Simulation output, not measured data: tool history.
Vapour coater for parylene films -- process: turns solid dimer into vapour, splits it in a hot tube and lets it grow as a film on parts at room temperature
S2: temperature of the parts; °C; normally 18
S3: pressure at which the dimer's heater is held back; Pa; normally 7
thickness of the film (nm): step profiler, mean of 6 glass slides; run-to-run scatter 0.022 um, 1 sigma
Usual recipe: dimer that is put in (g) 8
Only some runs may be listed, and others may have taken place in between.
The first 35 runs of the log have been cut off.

run 36 hour=429.6 | dimer_that_is_put_in_(g)=11 S2=26 S3=2.09 | thickness_of_the_film_(nm)=1480
run 37 hour=440.5 | dimer_that_is_put_in_(g)=11 S2=26 S3=2.09 | thickness_of_the_film_(nm)=1500
run 38 hour=448.4 | dimer_that_is_put_in_(g)=11 S2=26 S3=2.09 | thickness_of_the_film_(nm)=1480
run 39 hour=459.2 | dimer_that_is_put_in_(g)=11 S2=26 S3=2.09 | thickness_of_the_film_(nm)=1490
run 40 hour=471.9 | dimer_that_is_put_in_(g)=11 S2=26 S3=2.09 | thickness_of_the_film_(nm)=1490
run 41 hour=481 | dimer_that_is_put_in_(g)=10 S2=27 S3=2.51 | thickness_of_the_film_(nm)=1270
run 42 hour=489.3 | dimer_that_is_put_in_(g)=8 S2=13 S3=6.25 | thickness_of_the_film_(nm)=1830
run 43 hour=500.2 | dimer_that_is_put_in_(g)=8 S2=13 S3=6.25 | thickness_of_the_film_(nm)=1780
run 44 hour=511.6 | dimer_that_is_put_in_(g)=10 S2=18 S3=9.69 | thickness_of_the_film_(nm)=1720
run 45 hour=521 | dimer_that_is_put_in_(g)=8 S2=12 S3=7 | thickness_of_the_film_(nm)=1890
run 46 hour=531.4 | dimer_that_is_put_in_(g)=8 S2=12 S3=7 | thickness_of_the_film_(nm)=1900
run 47 hour=547.8 | dimer_that_is_put_in_(g)=8 S2=22 S3=3.77 | thickness_of_the_film_(nm)=1220

Forecast each of these 3 alternatives for the next run:
run A hour=559 | dimer_that_is_put_in_(g)=5 S2=18 S3=7 | thickness_of_the_film_(nm)=?
run B hour=559 | dimer_that_is_put_in_(g)=8 S2=25 S3=7 | thickness_of_the_film_(nm)=?
run C hour=559 | dimer_that_is_put_in_(g)=9 S2=18 S3=7 | thickness_of_the_film_(nm)=?

run=A thickness_of_the_film_(nm)=900
run=B thickness_of_the_film_(nm)=980
run=C thickness_of_the_film_(nm)=1580
Stripped of hidden state, with their random variation kept, the same runs would have yielded:
run=A thickness_of_the_film_(nm)=1050
run=B thickness_of_the_film_(nm)=1150
run=C thickness_of_the_film_(nm)=1840

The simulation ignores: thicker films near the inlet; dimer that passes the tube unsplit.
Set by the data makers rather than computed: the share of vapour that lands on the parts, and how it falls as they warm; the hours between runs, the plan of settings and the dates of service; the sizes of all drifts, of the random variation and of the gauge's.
